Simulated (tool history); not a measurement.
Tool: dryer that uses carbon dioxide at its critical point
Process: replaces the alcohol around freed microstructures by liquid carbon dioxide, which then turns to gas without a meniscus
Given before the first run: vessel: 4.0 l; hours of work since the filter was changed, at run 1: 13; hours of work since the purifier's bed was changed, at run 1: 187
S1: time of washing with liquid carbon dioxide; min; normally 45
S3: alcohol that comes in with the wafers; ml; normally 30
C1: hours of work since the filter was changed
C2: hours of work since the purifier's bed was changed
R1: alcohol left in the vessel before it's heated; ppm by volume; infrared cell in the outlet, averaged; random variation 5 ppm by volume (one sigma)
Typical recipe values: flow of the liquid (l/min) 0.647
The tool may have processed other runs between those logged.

{"run": 1, "hour": 0.0, "S1": 45, "flow of the liquid (l/min)": 0.647, "S3": 30, "C1": 13, "C2": 187, "R1": 120}
{"run": 2, "hour": 24.3, "S1": 47, "flow of the liquid (l/min)": 0.647, "S3": 30, "C1": 31, "C2": 205, "R1": 122}
{"run": 3, "hour": 43.7, "S1": 47, "flow of the liquid (l/min)": 0.647, "S3": 30, "C1": 45, "C2": 220, "R1": 128}
{"run": 4, "hour": 59.8, "S1": 47, "flow of the liquid (l/min)": 0.647, "S3": 30, "C1": 58, "C2": 232, "R1": 128}
{"run": 5, "hour": 71.2, "S1": 47, "flow of the liquid (l/min)": 0.647, "S3": 30, "C1": 66, "C2": 240, "R1": 141}
{"run": 6, "hour": 85.5, "S1": 47, "flow of the liquid (l/min)": 0.647, "S3": 24, "C1": 77, "C2": 251, "R1": 135}
{"run": 7, "hour": 107.1, "S1": 47, "flow of the liquid (l/min)": 0.647, "S3": 24, "C1": 93, "C2": 267, "R1": 154}
{"run": 8, "hour": 129.2, "S1": 45, "flow of the liquid (l/min)": 0.647, "S3": 30, "C1": 110, "C2": 284, "R1": 168}
{"run": 9, "hour": 153.6, "S1": 45, "flow of the liquid (l/min)": 0.647, "S3": 30, "C1": 128, "C2": 303, "R1": 171}
{"run": 10, "hour": 167.9, "S1": 45, "flow of the liquid (l/min)": 0.647, "S3": 30, "C1": 139, "C2": 313, "R1": 170}
{"run": 11, "hour": 194.3, "S1": 45, "flow of the liquid (l/min)": 0.647, "S3": 60, "C1": 159, "C2": 333, "R1": 216}
{"run": 12, "hour": 215.2, "S1": 45, "flow of the liquid (l/min)": 0.753, "S3": 30, "C1": 175, "C2": 349, "R1": 178}
{"run": 13, "hour": 230.0, "S1": 45, "flow of the liquid (l/min)": 0.753, "S3": 30, "C1": 186, "C2": 360, "R1": 183}
{"run": 14, "hour": 249.8, "S1": 45, "flow of the liquid (l/min)": 0.753, "S3": 30, "C1": 201, "C2": 375, "R1": 194}
{"run": 15, "hour": 264.9, "S1": 45, "flow of the liquid (l/min)": 0.753, "S3": 30, "C1": 212, "C2": 387, "R1": 197}
{"run": 16, "hour": 283.3, "S1": 45, "flow of the liquid (l/min)": 0.753, "S3": 30, "C1": 226, "C2": 400, "R1": 227}
{"run": 17, "hour": 300.4, "S1": 45, "flow of the liquid (l/min)": 0.753, "S3": 30, "C1": 239, "C2": 413, "R1": 222}
{"run": 18, "hour": 319.0, "S1": 45, "flow of the liquid (l/min)": 0.753, "S3": 30, "C1": 253, "C2": 427, "R1": 218}
{"run": 19, "hour": 334.1, "S1": 45, "flow of the liquid (l/min)": 0.647, "S3": 30, "C1": 265, "C2": 439, "R1": 245}
{"run": 20, "hour": 356.1, "S1": 45, "flow of the liquid (l/min)": 0.647, "S3": 30, "C1": 281, "C2": 455, "R1": 249}
{"run": 21, "hour": 374.7, "S1": 45, "flow of the liquid (l/min)": 0.647, "S3": 79, "C1": 295, "C2": 469, "R1": 300}
{"run": 22, "hour": 387.1, "S1": 33, "flow of the liquid (l/min)": 0.647, "S3": 30, "C1": 305, "C2": 479, "R1": 358}
{"run": 23, "hour": 401.0, "S1": 45, "flow of the liquid (l/min)": 0.647, "S3": 43, "C1": 315, "C2": 489, "R1": 290}
{"run": 24, "hour": 413.5, "S1": 45, "flow of the liquid (l/min)": 0.647, "S3": 43, "C1": 325, "C2": 499, "R1": 286}
{"hour": 421.8, "done": "purifier's bed changed"}
{"run": 25, "hour": 440.3, "S1": 46, "flow of the liquid (l/min)": 0.844, "S3": 24, "C1": 343, "C2": 14, "R1": 14}
{"run": 26, "hour": 456.1, "S1": 51, "flow of the liquid (l/min)": 0.732, "S3": 40, "C1": 355, "C2": 26, "R1": 21}
{"run": 27, "hour": 475.6, "S1": 56, "flow of the liquid (l/min)": 0.725, "S3": 22, "C1": 369, "C2": 41, "R1": 40}
{"run": 28, "hour": 489.1, "S1": 61, "flow of the liquid (l/min)": 0.57, "S3": 21, "C1": 379, "C2": 51, "R1": 33}
{"run": 29, "hour": 515.1, "S1": 41, "flow of the liquid (l/min)": 0.994, "S3": 21, "C1": 399, "C2": 70, "R1": 40}
{"run": 30, "hour": 529.9, "S1": 69, "flow of the liquid (l/min)": 1.088, "S3": 21, "C1": 410, "C2": 82, "R1": 39}
{"run": 31, "hour": 551.0, "S1": 69, "flow of the liquid (l/min)": 1.088, "S3": 21, "C1": 426, "C2": 97, "R1": 53}
{"run": 32, "hour": 562.5, "S1": 69, "flow of the liquid (l/min)": 0.473, "S3": 83, "C1": 435, "C2": 106, "R1": 104}
{"run": 33, "hour": 589.0, "S1": 69, "flow of the liquid (l/min)": 0.473, "S3": 64, "C1": 455, "C2": 126, "R1": 97}
{"run": 34, "hour": 613.8, "S1": 57, "flow of the liquid (l/min)": 0.477, "S3": 44, "C1": 474, "C2": 145, "R1": 143}
{"run": 35, "hour": 625.6, "S1": 35, "flow of the liquid (l/min)": 0.651, "S3": 30, "C1": 482, "C2": 154, "R1": 193}
{"run": 36, "hour": 648.5, "S1": 35, "flow of the liquid (l/min)": 0.776, "S3": 39, "C1": 500, "C2": 171, "R1": 146}
{"run": 37, "hour": 671.2, "S1": 35, "flow of the liquid (l/min)": 0.455, "S3": 30, "C1": 517, "C2": 188, "R1": 471}
{"run": 38, "hour": 693.2, "S1": 35, "flow of the liquid (l/min)": 0.455, "S3": 30, "C1": 534, "C2": 205, "R1": 492}
{"run": 39, "hour": 717.6, "S1": 35, "flow of the liquid (l/min)": 0.455, "S3": 30, "C1": 552, "C2": 223, "R1": 515}
{"run": 40, "hour": 733.3, "S1": 31, "flow of the liquid (l/min)": 0.455, "S3": 30, "C1": 564, "C2": 235, "R1": 660}
{"hour": 748.8, "done": "inlet filter changed"}
{"run": 41, "hour": 753.5, "S1": 40, "flow of the liquid (l/min)": 0.682, "S3": 45, "C1": 4, "C2": 250, "R1": 175}
{"run": 42, "hour": 776.2, "S1": 38, "flow of the liquid (l/min)": 0.526, "S3": 23, "C1": 21, "C2": 267, "R1": 218}
{"run": 43, "hour": 800.2, "S1": 35, "flow of the liquid (l/min)": 0.537, "S3": 38, "C1": 39, "C2": 285, "R1": 330}
{"run": 44, "hour": 819.1, "S1": 45, "flow of the liquid (l/min)": 0.646, "S3": 30, "C1": 53, "C2": 299, "R1": 168}
{"run": 45, "hour": 835.0, "S1": 60, "flow of the liquid (l/min)": 0.44, "S3": 30, "C1": 65, "C2": 311, "R1": 175}
{"run": 46, "hour": 855.5, "S1": 60, "flow of the liquid (l/min)": 0.44, "S3": 30, "C1": 81, "C2": 327, "R1": 179}

What differs in the tool's unlogged condition from the final listed run ahead of each entry between runs to the first listed run following it?
From run 24 to run 25: purifier's bed changed (hour 421.8)
  flow that reaches the vessel past the clogged filter, %: 91.6 -> 91.2; alcohol in the recycled carbon dioxide, ppm: 246.6 -> 12.3
  what was measured, less what the result would be without the hidden state, R1: +263 -> +9 ppm by volume
From run 40 to run 41: inlet filter changed (hour 748.8)
  flow that reaches the vessel past the clogged filter, %: 85.9 -> 99; alcohol in the recycled carbon dioxide, ppm: 116.4 -> 123
  what was measured, less what the result would be without the hidden state, R1: +299 -> +122 ppm by volume
